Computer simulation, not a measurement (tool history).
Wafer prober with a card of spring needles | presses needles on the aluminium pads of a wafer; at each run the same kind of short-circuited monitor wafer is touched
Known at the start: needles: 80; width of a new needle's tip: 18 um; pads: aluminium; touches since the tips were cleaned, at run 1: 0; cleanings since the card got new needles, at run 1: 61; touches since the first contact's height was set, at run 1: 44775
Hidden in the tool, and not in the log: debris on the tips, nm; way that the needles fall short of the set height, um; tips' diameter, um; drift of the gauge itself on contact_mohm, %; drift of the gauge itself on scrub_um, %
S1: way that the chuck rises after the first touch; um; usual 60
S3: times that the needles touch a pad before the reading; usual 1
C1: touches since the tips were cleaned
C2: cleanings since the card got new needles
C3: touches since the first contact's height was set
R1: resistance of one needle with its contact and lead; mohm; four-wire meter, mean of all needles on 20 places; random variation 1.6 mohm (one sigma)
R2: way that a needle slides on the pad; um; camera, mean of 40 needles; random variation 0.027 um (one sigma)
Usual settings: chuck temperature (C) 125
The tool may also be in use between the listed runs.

run 1 hour=0 | S1=60 chuck_temperature_(C)=125 S3=1 | C1=0 C2=61 C3=44775 | R1=172 R2=8.01
-- hour=44.5 tips cleaned on abrasive film
run 2 hour=49.3 | S1=60 chuck_temperature_(C)=125 S3=1 | C1=869 C2=62 C3=53744 | R1=178 R2=8.04
-- hour=91.1 tips cleaned on abrasive film
run 3 hour=93.2 | S1=60 chuck_temperature_(C)=125 S3=1 | C1=389 C2=63 C3=61744 | R1=172 R2=8
-- hour=136 tips cleaned on abrasive film
run 4 hour=152.3 | S1=60 chuck_temperature_(C)=125 S3=1 | C1=2974 C2=64 C3=72504 | R1=196 R2=7.94
-- hour=183.3 tips cleaned on abrasive film
run 5 hour=219.7 | S1=60 chuck_temperature_(C)=54 S3=1 | C1=6641 C2=65 C3=84771 | R1=209 R2=7.95
-- hour=230.9 tips cleaned on abrasive film
-- hour=278.6 tips cleaned on abrasive film
run 6 hour=293.2 | S1=60 chuck_temperature_(C)=54 S3=1 | C1=2662 C2=67 C3=98139 | R1=184 R2=7.95
-- hour=326.2 tips cleaned on abrasive film
-- hour=371.6 tips cleaned on abrasive film
run 7 hour=371.6 | S1=60 chuck_temperature_(C)=54 S3=1 | C1=0 C2=69 C3=112396 | R1=157 R2=7.95
run 8 hour=414.6 | S1=60 chuck_temperature_(C)=54 S3=1 | C1=7856 C2=69 C3=120252 | R1=216 R2=7.98
-- hour=420.2 tips cleaned on abrasive film
run 9 hour=449.2 | S1=53 chuck_temperature_(C)=54 S3=1 | C1=5298 C2=70 C3=126539 | R1=214 R2=6.98
-- hour=469.3 tips cleaned on abrasive film
run 10 hour=489.1 | S1=66 chuck_temperature_(C)=40 S3=3 | C1=3597 C2=71 C3=133791 | R1=161 R2=8.72
-- hour=515 tips cleaned on abrasive film
run 11 hour=530.8 | S1=66 chuck_temperature_(C)=40 S3=3 | C1=2868 C2=72 C3=141377 | R1=158 R2=8.71
-- hour=564.3 tips cleaned on abrasive film
run 12 hour=603.8 | S1=66 chuck_temperature_(C)=54 S3=1 | C1=7212 C2=73 C3=154679 | R1=201 R2=8.73

Measured less the same run without the tool's hidden state. The same run-to-run variation is in both; the gauge's scatter may not be:
run=1 R1=+6 R2=-0.08
run=2 R1=+17 R2=-0.08
run=3 R1=+12 R2=-0.1
run=4 R1=+34 R2=-0.11
run=5 R1=+58 R2=-0.12
run=6 R1=+36 R2=-0.14
run=7 R1=+9 R2=-0.17
run=8 R1=+64 R2=-0.16
run=9 R1=+62 R2=-0.18
run=10 R1=+15 R2=-0.19
run=11 R1=+13 R2=-0.2
run=12 R1=+54 R2=-0.21
